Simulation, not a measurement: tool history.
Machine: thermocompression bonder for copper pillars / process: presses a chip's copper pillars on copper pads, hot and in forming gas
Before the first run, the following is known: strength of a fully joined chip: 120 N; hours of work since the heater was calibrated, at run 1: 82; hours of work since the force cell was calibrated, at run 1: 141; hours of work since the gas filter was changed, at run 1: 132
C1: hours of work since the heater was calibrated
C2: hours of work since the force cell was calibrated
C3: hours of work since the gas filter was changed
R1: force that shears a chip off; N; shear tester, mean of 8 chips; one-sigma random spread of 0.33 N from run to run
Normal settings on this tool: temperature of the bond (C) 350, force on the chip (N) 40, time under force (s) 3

run 1 day=0.000 | temperature_of_the_bond_(C)=350 force_on_the_chip_(N)=40 time_under_force_(s)=3 | C1=82 C2=141 C3=132 | R1=79.7
run 2 day=0.275 | temperature_of_the_bond_(C)=348 force_on_the_chip_(N)=40 time_under_force_(s)=3 | C1=85 C2=144 C3=135 | R1=78.6
run 3 day=0.625 | temperature_of_the_bond_(C)=348 force_on_the_chip_(N)=40 time_under_force_(s)=3 | C1=89 C2=148 C3=139 | R1=79.0
run 4 day=1.100 | temperature_of_the_bond_(C)=348 force_on_the_chip_(N)=40 time_under_force_(s)=3 | C1=94 C2=153 C3=145 | R1=78.5
-- day=1.208 heater calibrated with a thermocouple chip
run 5 day=1.700 | temperature_of_the_bond_(C)=348 force_on_the_chip_(N)=40 time_under_force_(s)=3 | C1=5 C2=159 C3=150 | R1=79.2
run 6 day=1.950 | temperature_of_the_bond_(C)=348 force_on_the_chip_(N)=40 time_under_force_(s)=3 | C1=8 C2=162 C3=153 | R1=79.0
run 7 day=2.221 | temperature_of_the_bond_(C)=350 force_on_the_chip_(N)=40 time_under_force_(s)=3 | C1=11 C2=165 C3=156 | R1=79.5
run 8 day=2.621 | temperature_of_the_bond_(C)=350 force_on_the_chip_(N)=40 time_under_force_(s)=3 | C1=16 C2=169 C3=161 | R1=79.3
run 9 day=2.846 | temperature_of_the_bond_(C)=333 force_on_the_chip_(N)=40 time_under_force_(s)=3 | C1=18 C2=172 C3=163 | R1=72.4
run 10 day=3.125 | temperature_of_the_bond_(C)=350 force_on_the_chip_(N)=40 time_under_force_(s)=4 | C1=21 C2=175 C3=166 | R1=86.0
-- day=3.267 heater calibrated with a thermocouple chip, once more
run 11 day=3.654 | temperature_of_the_bond_(C)=350 force_on_the_chip_(N)=27 time_under_force_(s)=3 | C1=4 C2=180 C3=171 | R1=65.6
run 12 day=4.108 | temperature_of_the_bond_(C)=341 force_on_the_chip_(N)=44 time_under_force_(s)=6 | C1=9 C2=185 C3=176 | R1=92.0
run 13 day=4.496 | temperature_of_the_bond_(C)=341 force_on_the_chip_(N)=44 time_under_force_(s)=6 | C1=14 C2=189 C3=181 | R1=91.7
run 14 day=4.929 | temperature_of_the_bond_(C)=341 force_on_the_chip_(N)=44 time_under_force_(s)=6 | C1=19 C2=194 C3=186 | R1=91.3

Here are 4 independent what-if runs from the current tool condition. What would each one return?
run A day=5.175 | temperature_of_the_bond_(C)=341 force_on_the_chip_(N)=27 time_under_force_(s)=6 | C1=21 C2=197 C3=188 | R1=?
run B day=5.175 | temperature_of_the_bond_(C)=335 force_on_the_chip_(N)=40 time_under_force_(s)=3 | C1=21 C2=197 C3=188 | R1=?
run C day=5.175 | temperature_of_the_bond_(C)=354 force_on_the_chip_(N)=40 time_under_force_(s)=7 | C1=21 C2=197 C3=188 | R1=?
run D day=5.175 | temperature_of_the_bond_(C)=331 force_on_the_chip_(N)=40 time_under_force_(s)=3 | C1=21 C2=197 C3=188 | R1=?

run=A R1=76.0
run=B R1=72.0
run=C R1=96.2
run=D R1=69.5
Without the tool's unlogged condition, the same runs would have read:
run=A R1=78.5
run=B R1=74.4
run=C R1=99.5
run=D R1=71.8
